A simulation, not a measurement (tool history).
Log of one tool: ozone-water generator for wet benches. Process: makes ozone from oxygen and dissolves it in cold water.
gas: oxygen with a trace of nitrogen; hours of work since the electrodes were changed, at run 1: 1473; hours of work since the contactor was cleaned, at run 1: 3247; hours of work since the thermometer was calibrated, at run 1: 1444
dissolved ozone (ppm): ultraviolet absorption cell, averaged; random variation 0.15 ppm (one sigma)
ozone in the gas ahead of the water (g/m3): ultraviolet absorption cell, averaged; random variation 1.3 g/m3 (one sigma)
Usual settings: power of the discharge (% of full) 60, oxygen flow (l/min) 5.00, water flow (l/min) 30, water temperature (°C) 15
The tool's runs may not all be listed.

run,day,power of the discharge (% of full),oxygen flow (l/min),water flow (l/min),water temperature (°C),hours of work since the electrodes were changed,hours of work since the contactor was cleaned,hours of work since the thermometer was calibrated,dissolved ozone (ppm),ozone in the gas ahead of the water (g/m3)
1,0.000,60,5.00,30,15,1473,3247,1444,18.8,237.2
2,4.221,60,5.00,30,15,1566,3340,1537,18.9,237.6
3,8.958,60,5.00,30,15,1671,3444,1641,19.0,237.4
4,11.054,60,5.00,30,15,1717,3490,1687,19.1,239.7
5,13.917,60,5.00,30,15,1780,3553,1750,18.7,237.7
6,18.933,60,8.87,30,15,1890,3664,1861,19.5,172.6
7,22.988,60,8.87,30,15,1979,3753,1950,19.4,172.4
8,26.875,60,8.87,31,15,2065,3838,2035,19.0,170.9
9,29.117,60,8.87,31,15,2114,3888,2085,18.7,171.2
10,34.208,60,7.65,31,15,2226,4000,2197,19.2,184.5
11,36.621,60,7.65,31,15,2279,4053,2250,18.9,189.9
12,40.721,68,5.00,30,15,2370,4143,2340,20.4,254.1
13,44.746,60,8.55,30,15,2458,4232,2429,19.7,173.5
14,49.796,60,5.00,30,15,2569,4343,2540,18.9,237.4
15,53.104,60,5.00,30,15,2642,4416,2613,19.0,235.5
16,56.908,60,5.00,30,15,2726,4499,2697,18.9,237.0
17,61.942,60,5.00,30,15,2837,4610,2807,19.2,238.3
18,65.454,60,8.66,30,15,2914,4688,2885,19.4,174.3
19,68.888,60,8.66,30,15,2990,4763,2960,19.4,173.4
20,72.808,74,5.99,28,12,3076,4849,3047,23.8,240.2
21,76.446,60,5.17,30,13,3156,4929,3127,19.2,231.1
22,80.088,60,5.17,30,13,3236,5010,3207,19.5,235.9
23,84.233,50,5.17,48,13,3327,5101,3298,10.5,211.8
24,87.771,60,6.80,30,15,3405,5179,3376,19.5,199.4
25,92.404,60,3.32,30,15,3507,5281,3478,17.8,298.5
26,96.421,41,4.86,41,15,3596,5369,3566,11.1,196.0
# day 98.500: contactor cleaned
27,100.779,60,2.76,28,12,3688,50,3659,18.7,333.7
28,105.079,60,2.76,28,12,3783,145,3753,18.9,330.8
29,110.071,60,2.76,28,12,3892,255,3863,18.9,333.1
30,113.167,60,3.02,34,13,3961,323,3931,15.4,318.3
31,117.162,60,3.69,18,15,4049,411,4019,29.7,281.1
32,120.567,60,4.45,18,15,4123,486,4094,30.6,255.9
33,124.338,60,4.45,18,15,4206,569,4177,30.0,254.3

How the hidden state differs across the entries between the runs, from the last listed run before each to the first after it:
Between runs 26 and 27: contactor cleaned (day 98.500)
  contactor's efficiency, % of a clean one's: 99.9 -> 100
